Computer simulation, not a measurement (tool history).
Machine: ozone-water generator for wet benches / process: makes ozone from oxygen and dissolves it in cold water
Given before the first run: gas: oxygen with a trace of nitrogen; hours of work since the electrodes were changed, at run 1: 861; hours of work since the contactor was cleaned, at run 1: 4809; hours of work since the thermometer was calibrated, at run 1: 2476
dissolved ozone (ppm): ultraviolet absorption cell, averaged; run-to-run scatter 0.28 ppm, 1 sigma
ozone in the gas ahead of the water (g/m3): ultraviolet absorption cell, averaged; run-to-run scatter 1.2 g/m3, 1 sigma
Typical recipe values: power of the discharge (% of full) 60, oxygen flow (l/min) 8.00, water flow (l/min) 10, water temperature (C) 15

| run | hour | power of the discharge (% of full) | oxygen flow (l/min) | water flow (l/min) | water temperature (C) | hours of work since the electrodes were changed | hours of work since the contactor was cleaned | hours of work since the thermometer was calibrated | dissolved ozone (ppm) | ozone in the gas ahead of the water (g/m3) |
|---|---|---|---|---|---|---|---|---|---|---|
| 1 | 0.0 | 60 | 8.00 | 10 | 15 | 861 | 4809 | 2476 | 43.9 | 215.3 |
| 2 | 37.3 | 60 | 8.00 | 10 | 15 | 887 | 4836 | 2503 | 42.9 | 217.1 |
| 3 | 93.1 | 60 | 8.69 | 10 | 15 | 928 | 4876 | 2543 | 41.8 | 205.8 |
| 4 | 121.0 | 60 | 8.69 | 10 | 15 | 948 | 4896 | 2563 | 41.7 | 207.4 |
| 5 | 158.1 | 60 | 8.69 | 10 | 15 | 974 | 4923 | 2590 | 41.6 | 204.6 |
| 6 | 203.4 | 60 | 8.69 | 10 | 15 | 1007 | 4955 | 2622 | 41.9 | 208.7 |
| 7 | 244.0 | 60 | 8.69 | 10 | 15 | 1036 | 4984 | 2651 | 42.1 | 208.3 |
| 8 | 266.9 | 48 | 8.00 | 10 | 15 | 1053 | 5001 | 2668 | 37.2 | 189.1 |
| 9 | 311.4 | 60 | 8.00 | 10 | 15 | 1085 | 5033 | 2700 | 43.3 | 219.3 |
| 10 | 353.7 | 60 | 8.00 | 10 | 15 | 1115 | 5063 | 2730 | 43.3 | 219.5 |
| 11 | 408.8 | 60 | 8.00 | 10 | 15 | 1155 | 5103 | 2770 | 43.2 | 219.6 |
| 12 | 436.5 | 77 | 8.00 | 10 | 15 | 1174 | 5123 | 2790 | 51.1 | 262.6 |
| 13 | 482.2 | 77 | 8.00 | 7 | 15 | 1207 | 5156 | 2823 | 59.2 | 261.2 |
| 14 | 506.5 | 60 | 8.00 | 10 | 15 | 1225 | 5173 | 2840 | 43.3 | 222.0 |
| 15 | 538.3 | 60 | 8.00 | 10 | 15 | 1248 | 5196 | 2863 | 43.2 | 222.1 |
| 16 | 594.7 | 60 | 8.00 | 10 | 10 | 1288 | 5237 | 2904 | 47.8 | 221.1 |
| 17 | 640.3 | 60 | 8.00 | 10 | 10 | 1321 | 5269 | 2936 | 48.2 | 221.4 |
| 18 | 676.1 | 53 | 9.74 | 6 | 15 | 1347 | 5295 | 2962 | 45.0 | 180.4 |
| 19 | 721.9 | 53 | 9.74 | 6 | 15 | 1380 | 5328 | 2995 | 45.1 | 179.8 |
| 20 | 754.8 | 70 | 8.00 | 15 | 20 | 1403 | 5352 | 3019 | 34.6 | 248.0 |
| 21 | 781.3 | 70 | 8.00 | 15 | 20 | 1422 | 5371 | 3038 | 34.7 | 247.4 |
| 22 | 834.1 | 71 | 4.44 | 10 | 13 | 1460 | 5409 | 3076 | 58.6 | 365.1 |
| 23 | 879.2 | 68 | 10.07 | 10 | 8 | 1493 | 5441 | 3108 | 50.8 | 211.2 |
|  | 881.9 | gauge calibrated |
| 24 | 920.4 | 60 | 6.70 | 12 | 15 | 1522 | 5471 | 3138 | 41.2 | 243.3 |
| 25 | 945.4 | 60 | 12.84 | 10 | 12 | 1540 | 5489 | 3156 | 39.0 | 161.6 |
| 26 | 985.5 | 60 | 8.00 | 8 | 14 | 1569 | 5518 | 3185 | 48.8 | 216.4 |
| 27 | 1028.7 | 60 | 8.00 | 8 | 14 | 1600 | 5549 | 3216 | 49.5 | 219.6 |
| 28 | 1068.4 | 60 | 8.00 | 8 | 14 | 1629 | 5577 | 3244 | 49.2 | 218.9 |
| 29 | 1122.2 | 90 | 8.00 | 7 | 15 | 1668 | 5616 | 3283 | 65.9 | 286.6 |
| 30 | 1175.7 | 58 | 13.86 | 11 | 13 | 1706 | 5654 | 3321 | 34.6 | 150.5 |
|  | 1199.1 | water thermometer calibrated |
| 31 | 1221.0 | 58 | 13.86 | 9 | 13 | 1738 | 5687 | 16 | 37.4 | 151.3 |
| 32 | 1268.7 | 72 | 4.78 | 12 | 10 | 1773 | 5721 | 50 | 53.8 | 343.8 |
| 33 | 1297.5 | 72 | 4.78 | 6 | 13 | 1793 | 5742 | 71 | 76.7 | 346.2 |
| 34 | 1348.7 | 46 | 12.32 | 6 | 8 | 1830 | 5778 | 108 | 43.8 | 138.9 |

Each run again, without the hidden state but with its own random variation kept:
Hidden state present: yield of the discharge, % of new electrodes'; contactor's efficiency, % of a clean one's; true water temperature over the reading, C; drift of the gauge itself on ozone_ppm, %; drift of the gauge itself on gas_g_m3, %.
| run | ozone in the gas ahead of the water (g/m3) |
|---|---|
| 1 | 215.3 |
| 2 | 216.8 |
| 3 | 205.2 |
| 4 | 206.6 |
| 5 | 203.6 |
| 6 | 207.4 |
| 7 | 206.7 |
| 8 | 187.5 |
| 9 | 217.2 |
| 10 | 217.1 |
| 11 | 216.8 |
| 12 | 259.0 |
| 13 | 257.2 |
| 14 | 218.5 |
| 15 | 218.4 |
| 16 | 217.0 |
| 17 | 217.0 |
| 18 | 176.6 |
| 19 | 175.7 |
| 20 | 242.2 |
| 21 | 241.4 |
| 22 | 355.6 |
| 23 | 205.4 |
| 24 | 243.1 |
| 25 | 161.3 |
| 26 | 215.7 |
| 27 | 218.6 |
| 28 | 217.6 |
| 29 | 284.4 |
| 30 | 149.1 |
| 31 | 149.7 |
| 32 | 339.7 |
| 33 | 341.7 |
| 34 | 136.9 |
dissolved ozone (ppm): differs from the measured result by no more than 0.1 in any run.

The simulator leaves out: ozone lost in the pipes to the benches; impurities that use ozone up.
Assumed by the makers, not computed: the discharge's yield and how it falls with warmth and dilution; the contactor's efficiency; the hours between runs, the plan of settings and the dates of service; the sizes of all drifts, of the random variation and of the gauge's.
